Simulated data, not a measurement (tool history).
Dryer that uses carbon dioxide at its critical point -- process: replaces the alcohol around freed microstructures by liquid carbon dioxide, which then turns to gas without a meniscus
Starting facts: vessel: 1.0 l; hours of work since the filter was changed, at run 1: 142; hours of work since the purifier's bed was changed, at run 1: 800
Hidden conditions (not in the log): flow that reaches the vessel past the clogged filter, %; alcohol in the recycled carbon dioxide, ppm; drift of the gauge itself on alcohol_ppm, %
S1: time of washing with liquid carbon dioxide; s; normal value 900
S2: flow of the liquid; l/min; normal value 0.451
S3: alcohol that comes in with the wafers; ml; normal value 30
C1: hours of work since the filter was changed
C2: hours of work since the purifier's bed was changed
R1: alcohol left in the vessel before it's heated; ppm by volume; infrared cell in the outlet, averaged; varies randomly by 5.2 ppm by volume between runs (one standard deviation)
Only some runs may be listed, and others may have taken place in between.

run	day	S1	S2	S3	C1	C2	R1
1	0.000	900	0.451	30	142	800	264
2	1.175	900	0.451	30	156	813	250
3	2.692	900	0.451	23	173	831	257
4	3.962	900	0.451	117	188	845	525
5	5.038	900	0.451	30	200	858	266
6	6.004	900	0.451	30	211	869	263
7	7.008	900	0.451	30	223	880	286
8	8.271	900	0.451	30	237	895	288
9	9.858	900	0.451	30	256	913	303
10	11.221	720	0.451	30	271	929	501
11	12.688	900	0.451	30	288	946	313
12	13.533	840	0.451	30	298	955	337
13	15.421	840	0.451	30	319	977	355
14	16.450	900	0.451	28	331	989	308
15	18.046	900	0.451	30	350	1007	318
# day 18.271: purifier's bed changed
16	19.333	900	0.451	30	363	12	109
17	20.183	900	0.451	30	373	22	115
18	21.621	900	0.451	30	389	39	125
19	23.417	900	0.451	30	410	59	116
20	24.504	900	0.451	30	422	72	131
21	26.300	900	0.451	30	443	92	128
22	27.983	900	0.451	30	462	112	139
23	29.275	900	0.451	30	477	126	149
24	30.362	900	0.451	30	490	139	147
25	31.725	780	0.274	21	505	155	1085
26	33.212	1380	0.542	66	523	172	45
27	34.492	1380	0.542	66	537	186	65
# day 34.717: inlet filter changed
28	35.371	1380	0.542	66	8	196	48
29	36.171	720	0.451	31	17	205	320
30	37.983	900	0.422	32	38	226	169
31	39.871	900	0.422	32	59	248	190
32	40.875	900	0.422	36	71	259	206
33	42.521	660	0.555	37	90	278	249
34	43.567	780	0.555	37	102	290	144
35	45.333	1320	0.296	84	122	311	370
36	46.779	900	0.693	30	139	327	87
37	48.679	900	0.693	30	161	349	74
38	50.096	900	0.371	25	177	365	293
39	51.679	1320	0.532	47	195	384	92
40	53.442	900	0.375	30	215	404	335
41	54.662	900	0.375	72	229	418	670
42	55.833	900	0.307	30	243	431	651
43	56.775	900	0.716	82	254	442	108
44	57.829	1320	0.751	59	266	454	100
45	58.821	1020	0.751	50	277	466	110
46	60.100	660	0.530	108	292	480	906
47	62.017	660	0.295	108	314	502	6767
48	63.929	900	0.451	23	336	524	186

Below are 3 alternative next runs, each starting from the tool's condition after run 48. Predict each:
A	64.804	900	0.451	38	346	534	?
B	64.804	1020	0.271	112	346	534	?
C	64.804	600	0.292	39	346	534	?

run	R1
A	248
B	2376
C	3321
The same runs, with their run-to-run variation unchanged, on a tool lacking any hidden condition would have given:
run	R1
A	100
B	1902
C	2875
